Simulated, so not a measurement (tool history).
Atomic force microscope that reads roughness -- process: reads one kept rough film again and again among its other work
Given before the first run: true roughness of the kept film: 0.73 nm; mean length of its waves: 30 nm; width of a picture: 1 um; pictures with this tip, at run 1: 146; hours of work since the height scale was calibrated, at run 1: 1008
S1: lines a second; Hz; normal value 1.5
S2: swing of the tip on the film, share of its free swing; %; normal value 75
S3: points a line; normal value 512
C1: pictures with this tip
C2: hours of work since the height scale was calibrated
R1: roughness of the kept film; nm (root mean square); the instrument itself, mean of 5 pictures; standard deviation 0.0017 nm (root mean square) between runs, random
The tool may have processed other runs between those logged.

run 1 hour=0 | S1=1.5 S2=75 S3=512 | C1=146 C2=1008 | R1=0.64
run 2 hour=60.1 | S1=1.5 S2=75 S3=512 | C1=260 C2=1050 | R1=0.628
-- hour=69.3 new tip fitted
run 3 hour=130.1 | S1=1.5 S2=75 S3=512 | C1=115 C2=1099 | R1=0.646
run 4 hour=171.8 | S1=1.04 S2=75 S3=512 | C1=194 C2=1128 | R1=0.651
-- hour=215.1 new tip fitted
run 5 hour=236.1 | S1=1.04 S2=75 S3=512 | C1=40 C2=1173 | R1=0.669
run 6 hour=303.9 | S1=1.5 S2=70 S3=512 | C1=168 C2=1221 | R1=0.653
-- hour=359.9 new tip fitted
run 7 hour=375.8 | S1=1.5 S2=70 S3=512 | C1=30 C2=1271 | R1=0.663
run 8 hour=412.6 | S1=1.5 S2=75 S3=512 | C1=100 C2=1297 | R1=0.646
run 9 hour=454.4 | S1=1.5 S2=75 S3=521 | C1=179 C2=1326 | R1=0.635
run 10 hour=503.4 | S1=1.5 S2=75 S3=521 | C1=271 C2=1361 | R1=0.626
-- hour=510.8 new tip fitted
run 11 hour=549.5 | S1=0.73 S2=87 S3=429 | C1=73 C2=1393 | R1=0.657
run 12 hour=619.6 | S1=2.37 S2=87 S3=429 | C1=205 C2=1442 | R1=0.557
-- hour=658.4 new tip fitted
run 13 hour=660.6 | S1=2.37 S2=87 S3=429 | C1=4 C2=1471 | R1=0.571
run 14 hour=709.8 | S1=1.13 S2=59 S3=512 | C1=97 C2=1505 | R1=0.685
run 15 hour=755.2 | S1=1.13 S2=59 S3=512 | C1=183 C2=1537 | R1=0.676

3 ways to go on from here, each from the tool as it stands after run 15. What would each give?
-- hour=803.3 new tip fitted
run A hour=822.7 | S1=0.82 S2=65 S3=512 | C1=37 C2=1584 | R1=?
-- hour=803.3 new tip fitted
run B hour=822.7 | S1=0.85 S2=79 S3=422 | C1=37 C2=1584 | R1=?
-- hour=803.3 new tip fitted
run C hour=822.7 | S1=1.5 S2=76 S3=512 | C1=37 C2=1584 | R1=?

run=A R1=0.691
run=B R1=0.669
run=C R1=0.65
With the hidden condition removed and each run's random variation left untouched, the same runs would have given:
run=A R1=0.692
run=B R1=0.671
run=C R1=0.651

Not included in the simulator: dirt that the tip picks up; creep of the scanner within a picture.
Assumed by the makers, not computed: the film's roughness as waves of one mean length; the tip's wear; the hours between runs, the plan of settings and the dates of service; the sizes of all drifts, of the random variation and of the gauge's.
